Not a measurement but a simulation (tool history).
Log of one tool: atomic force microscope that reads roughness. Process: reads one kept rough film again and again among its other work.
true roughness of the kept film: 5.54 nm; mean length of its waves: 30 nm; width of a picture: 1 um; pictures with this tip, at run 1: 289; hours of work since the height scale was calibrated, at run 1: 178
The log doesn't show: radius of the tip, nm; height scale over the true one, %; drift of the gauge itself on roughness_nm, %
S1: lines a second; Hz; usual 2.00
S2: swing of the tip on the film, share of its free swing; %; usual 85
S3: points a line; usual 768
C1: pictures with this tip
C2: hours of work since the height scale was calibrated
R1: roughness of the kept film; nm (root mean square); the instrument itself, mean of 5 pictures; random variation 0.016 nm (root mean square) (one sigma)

| run | hour | S1 | S2 | S3 | C1 | C2 | R1 |
|---|---|---|---|---|---|---|---|
| 1 | 0.0 | 2.00 | 85 | 768 | 289 | 178 | 2.881 |
|  | 40.1 | new tip fitted |
| 2 | 61.1 | 2.00 | 85 | 768 | 21 | 211 | 3.752 |
| 3 | 120.7 | 2.00 | 85 | 768 | 80 | 244 | 3.461 |
| 4 | 163.9 | 0.92 | 85 | 768 | 123 | 268 | 3.728 |
| 5 | 206.5 | 0.92 | 85 | 768 | 165 | 292 | 3.571 |
| 6 | 260.3 | 0.92 | 85 | 768 | 218 | 321 | 3.381 |
| 7 | 302.7 | 0.92 | 85 | 768 | 261 | 345 | 3.262 |
| 8 | 356.9 | 0.92 | 85 | 768 | 314 | 375 | 3.116 |
|  | 375.6 | new tip fitted |
| 9 | 421.5 | 2.00 | 69 | 768 | 46 | 410 | 4.088 |
| 10 | 487.6 | 2.00 | 74 | 768 | 112 | 447 | 3.684 |
| 11 | 528.8 | 2.00 | 74 | 768 | 153 | 470 | 3.566 |
| 12 | 576.3 | 2.00 | 74 | 768 | 200 | 496 | 3.420 |
| 13 | 631.3 | 2.00 | 85 | 768 | 254 | 526 | 2.978 |
|  | 707.8 | new tip fitted |
| 14 | 708.4 | 2.00 | 85 | 768 | 0 | 569 | 3.838 |
| 15 | 766.4 | 2.00 | 85 | 768 | 58 | 601 | 3.596 |
| 16 | 831.8 | 2.00 | 85 | 768 | 123 | 637 | 3.399 |
| 17 | 905.7 | 2.00 | 85 | 768 | 196 | 678 | 3.177 |
| 18 | 960.6 | 2.00 | 85 | 768 | 251 | 708 | 2.970 |
| 19 | 1026.9 | 2.00 | 61 | 768 | 317 | 745 | 3.248 |
|  | 1039.9 | new tip fitted |
| 20 | 1104.8 | 2.00 | 60 | 768 | 65 | 788 | 4.188 |
| 21 | 1164.4 | 2.00 | 85 | 538 | 124 | 821 | 3.407 |
| 22 | 1222.2 | 2.00 | 85 | 538 | 181 | 853 | 3.207 |
| 23 | 1286.0 | 2.00 | 85 | 538 | 244 | 888 | 3.027 |
| 24 | 1339.1 | 2.00 | 85 | 538 | 297 | 918 | 2.906 |
|  | 1374.9 | new tip fitted |
| 25 | 1412.1 | 2.84 | 85 | 538 | 37 | 958 | 3.447 |
| 26 | 1493.7 | 2.84 | 85 | 538 | 118 | 1003 | 3.166 |
| 27 | 1532.5 | 2.00 | 85 | 768 | 157 | 1024 | 3.292 |
|  | 1557.6 | height scale calibrated on a step standard |
| 28 | 1589.5 | 2.07 | 79 | 670 | 212 | 18 | 3.210 |
| 29 | 1651.4 | 2.50 | 79 | 670 | 274 | 52 | 2.979 |
|  | 1707.2 | new tip fitted |
| 30 | 1710.1 | 2.50 | 79 | 670 | 3 | 84 | 3.868 |
| 31 | 1755.3 | 2.50 | 79 | 670 | 48 | 109 | 3.649 |
| 32 | 1834.0 | 2.37 | 64 | 273 | 126 | 153 | 3.737 |
| 33 | 1883.4 | 2.37 | 64 | 273 | 175 | 180 | 3.548 |
| 34 | 1963.5 | 2.37 | 64 | 273 | 254 | 224 | 3.307 |
| 35 | 2031.3 | 2.37 | 64 | 273 | 322 | 262 | 3.117 |
|  | 2038.3 | new tip fitted |
| 36 | 2093.2 | 2.00 | 74 | 561 | 55 | 296 | 3.901 |
| 37 | 2159.7 | 2.00 | 74 | 561 | 121 | 333 | 3.620 |
| 38 | 2236.9 | 1.27 | 62 | 835 | 197 | 375 | 3.708 |
| 39 | 2305.3 | 2.66 | 60 | 835 | 265 | 413 | 3.365 |
|  | 2370.2 | new tip fitted |
| 40 | 2374.6 | 2.66 | 60 | 835 | 5 | 451 | 4.382 |
| 41 | 2441.3 | 2.66 | 60 | 299 | 71 | 488 | 4.033 |
| 42 | 2523.0 | 2.66 | 64 | 342 | 152 | 533 | 3.623 |
| 43 | 2566.5 | 2.00 | 73 | 768 | 195 | 557 | 3.437 |
| 44 | 2609.6 | 2.00 | 73 | 768 | 238 | 581 | 3.337 |
| 45 | 2686.3 | 2.00 | 73 | 768 | 314 | 624 | 3.123 |
|  | 2702.4 | new tip fitted |
| 46 | 2725.5 | 2.00 | 73 | 768 | 23 | 645 | 4.111 |
| 47 | 2768.7 | 2.00 | 73 | 768 | 65 | 669 | 3.936 |
| 48 | 2818.1 | 1.17 | 70 | 313 | 114 | 696 | 3.933 |
| 49 | 2896.2 | 1.31 | 72 | 390 | 192 | 740 | 3.648 |
| 50 | 2930.7 | 1.31 | 72 | 390 | 226 | 759 | 3.500 |
| 51 | 3005.1 | 1.31 | 72 | 390 | 300 | 800 | 3.269 |
|  | 3033.9 | new tip fitted |
| 52 | 3085.5 | 1.37 | 72 | 390 | 51 | 844 | 4.144 |
| 53 | 3167.3 | 1.37 | 72 | 390 | 133 | 889 | 3.804 |

3 ways to go on from here, each from the tool as it stands after run 53. What would each give?
| A | 3224.6 | 1.37 | 85 | 579 | 190 | 921 | ? |
| B | 3224.6 | 2.00 | 85 | 417 | 190 | 921 | ? |
| C | 3224.6 | 3.83 | 72 | 770 | 190 | 921 | ? |

| run | R1 |
|---|---|
| A | 3.296 |
| B | 3.152 |
| C | 3.177 |
Without the tool's hidden state the same runs would have given:
| run | R1 |
|---|---|
| A | 4.010 |
| B | 3.833 |
| C | 3.862 |
